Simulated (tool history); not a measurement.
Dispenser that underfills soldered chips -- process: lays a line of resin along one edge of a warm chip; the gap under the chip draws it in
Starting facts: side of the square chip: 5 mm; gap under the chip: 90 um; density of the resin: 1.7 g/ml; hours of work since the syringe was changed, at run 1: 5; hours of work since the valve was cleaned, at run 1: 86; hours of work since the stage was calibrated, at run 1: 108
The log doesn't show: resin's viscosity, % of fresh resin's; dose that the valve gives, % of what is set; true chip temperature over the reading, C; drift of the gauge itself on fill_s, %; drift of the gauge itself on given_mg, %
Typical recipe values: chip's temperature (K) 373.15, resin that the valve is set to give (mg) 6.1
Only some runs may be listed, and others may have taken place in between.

run,hour,chip's temperature (K),resin that the valve is set to give (mg),hours of work since the syringe was changed,hours of work since the valve was cleaned,hours of work since the stage was calibrated,time until the resin shows at the far edge (s),resin that the valve gave (mg)
1,0,373.15,6.1,5,86,108,36.2,5.61
# hour 4.6: new syringe of resin
2,7.1,373.15,6.1,2,90,112,27.7,5.56
3,13,366.15,6.1,5,94,116,45.4,5.45
# hour 17.3: new syringe of resin
4,18.6,373.15,6.1,1,97,119,26.5,5.48
# hour 24.3: dispensing valve cleaned and set on the balance
5,24.3,373.15,6.1,4,0,123,32.6,6.16
6,29.9,370.15,6.1,8,4,126,46.6,6.1
# hour 30.7: new syringe of resin
7,38.8,372.15,6.1,5,9,132,37.2,6.08
# hour 43: new syringe of resin
8,47.2,370.15,6.1,3,14,137,32.3,6.01
# hour 55.4: new syringe of resin
9,55.4,374.15,7.31,0,20,142,23.6,7.18
10,62.4,374.15,7.31,5,24,147,32.6,7.17

Forecast each of these 5 alternatives for the next run:
# hour 68.4: new syringe of resin
A,69.1,386.15,5.62,0,28,151,?,?
# hour 68.4: new syringe of resin
B,69.1,374.15,5.85,0,28,151,?,?
# hour 68.4: new syringe of resin
C,69.1,373.15,6.51,0,28,151,?,?
# hour 68.4: new syringe of resin
D,69.1,379.15,5.66,0,28,151,?,?
# hour 68.4: new syringe of resin
E,69.1,381.15,7.31,0,28,151,?,?

run,time until the resin shows at the far edge (s),resin that the valve gave (mg)
A,17.4,5.47
B,24.2,5.69
C,25.1,6.43
D,20.7,5.57
E,19.7,7.09
Without the tool's unlogged condition, the same runs would have read:
run,time until the resin shows at the far edge (s),resin that the valve gave (mg)
A,16.2,5.61
B,22.5,5.84
C,23.4,6.59
D,19.2,5.71
E,18.4,7.27
